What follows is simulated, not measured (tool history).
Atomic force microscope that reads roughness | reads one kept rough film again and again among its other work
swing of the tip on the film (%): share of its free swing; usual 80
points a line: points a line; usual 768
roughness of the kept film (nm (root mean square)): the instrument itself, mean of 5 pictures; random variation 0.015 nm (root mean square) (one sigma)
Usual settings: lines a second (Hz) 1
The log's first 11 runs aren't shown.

run   hour  lines a second (Hz)  swing of the tip on the film (%)  points a line  pictures with this tip  hours of work since the height scale was calibrated  roughness of the kept film (nm (root mean square))
     151.6  -- new tip fitted
 12  153.1                    1                                80            768                       2                                                  101                                               3.653
 13  163.6                    1                                80            768                      16                                                  106                                               3.624
 14  174.3                    1                                65            768                      31                                                  111                                               3.653
 15  189.2                    1                                65            768                      52                                                  118                                               3.581
 16  206.5                    1                                65            768                      76                                                  126                                               3.517
 17  216.6                    1                                58            591                      90                                                  130                                               3.485
 18  228.5                    1                                87            402                     106                                                  136                                               3.295
 19  244.7                 3.63                                59            768                     129                                                  143                                               3.277
 20  255.4                 1.42                                80            802                     143                                                  148                                               3.195
 21  268.4                    1                                80            431                     161                                                  154                                               3.224
 22  277.4                    1                                80            431                     174                                                  158                                               3.158
 23  292.8                 1.55                                80            937                     195                                                  165                                               3.071
     307.5  -- new tip fitted
 24    308                 1.55                                80            937                       1                                                  172                                               3.573
 25  319.8                 0.57                                60            389                      17                                                  178                                               3.699
 26  332.1                    1                                60            654                      34                                                  183                                                3.63
 27  344.7                    1                                80            392                      52                                                  189                                               3.478
 28  359.6                  1.4                                80            376                      72                                                  196                                               3.368
 29  372.9                    1                                68            307                      91                                                  202                                               3.419
 30  386.2                  0.7                                78            817                     109                                                  208                                               3.368
 31  398.4                 1.76                                59            282                     126                                                  214                                               3.337

Forecast each of these 4 alternatives for the next run:
  A  409.8                    1                                61            311                     142                                                  219                                                   ?
  B  409.8                 1.76                                59            282                     142                                                  219                                                   ?
  C  409.8                 2.84                                66            793                     142                                                  219                                                   ?
  D  409.8                    1                                71            768                     142                                                  219                                                   ?

run  roughness of the kept film (nm (root mean square))
  A                                                3.32
  B                                               3.279
  C                                               3.199
  D                                               3.279
Without the tool's hidden state the same runs would have given:
run  roughness of the kept film (nm (root mean square))
  A                                               3.753
  B                                               3.707
  C                                               3.616
  D                                               3.706
